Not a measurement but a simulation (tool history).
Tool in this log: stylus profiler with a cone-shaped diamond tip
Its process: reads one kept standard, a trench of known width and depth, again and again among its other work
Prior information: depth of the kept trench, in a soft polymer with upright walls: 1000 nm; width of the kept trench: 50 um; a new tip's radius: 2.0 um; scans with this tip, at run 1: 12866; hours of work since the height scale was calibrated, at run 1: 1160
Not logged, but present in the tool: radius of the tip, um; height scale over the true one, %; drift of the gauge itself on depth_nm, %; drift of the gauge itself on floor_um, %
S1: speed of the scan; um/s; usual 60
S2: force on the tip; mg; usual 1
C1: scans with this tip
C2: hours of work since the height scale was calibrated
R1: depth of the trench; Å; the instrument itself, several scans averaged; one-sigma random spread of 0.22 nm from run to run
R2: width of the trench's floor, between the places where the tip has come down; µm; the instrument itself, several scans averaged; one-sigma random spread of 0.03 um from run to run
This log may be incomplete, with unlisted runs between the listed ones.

run	hour	S1	S2	C1	C2	R1	R2
1	0	60	1	12866	1160	10086.2	43.54
2	93.6	60	1	13397	1208	10088.6	43.48
3	227.6	60	1	14157	1276	10092	43.32
4	337.3	60	1	14780	1333	10089.3	43.27
5	406.7	60	0.4	15173	1368	10073.1	43.02
# hour 499: height scale calibrated on a step standard
6	500	60	0.47	15700	0	10024.9	43.01
7	590	60	0.47	16211	47	10023.6	42.93
8	654.7	29	2.08	16578	80	10078.7	43.16
9	764.8	29	2.08	17203	136	10076.8	43.01
10	853.2	29	2.08	17704	181	10079.3	42.92
# hour 903.1: new tip fitted, height scale calibrated
11	945.8	43	1.95	242	22	10075.6	46.33
12	1030.8	43	1.95	724	65	10074.5	46.22
13	1106.2	43	1.95	1152	104	10076.2	46.09

5 options for the next run, each taken on its own from the tool as it stands now. Forecast them:
A	1205.5	32	0.75	1715	155	?	?
B	1205.5	139	1.14	1715	155	?	?
C	1205.5	189	0.38	1715	155	?	?
D	1205.5	29	2.52	1715	155	?	?
E	1205.5	33	0.4	1715	155	?	?

run	R1	R2
A	10045.8	45.93
B	10057.7	45.54
C	10030.9	44.84
D	10094.6	45.98
E	10029.6	45.87
With the hidden condition removed and each run's random variation left untouched, the same runs would have given:
run	R1	R2
A	10041.6	46.41
B	10053.5	46.01
C	10026.7	45.32
D	10090.4	46.45
E	10025.5	46.34

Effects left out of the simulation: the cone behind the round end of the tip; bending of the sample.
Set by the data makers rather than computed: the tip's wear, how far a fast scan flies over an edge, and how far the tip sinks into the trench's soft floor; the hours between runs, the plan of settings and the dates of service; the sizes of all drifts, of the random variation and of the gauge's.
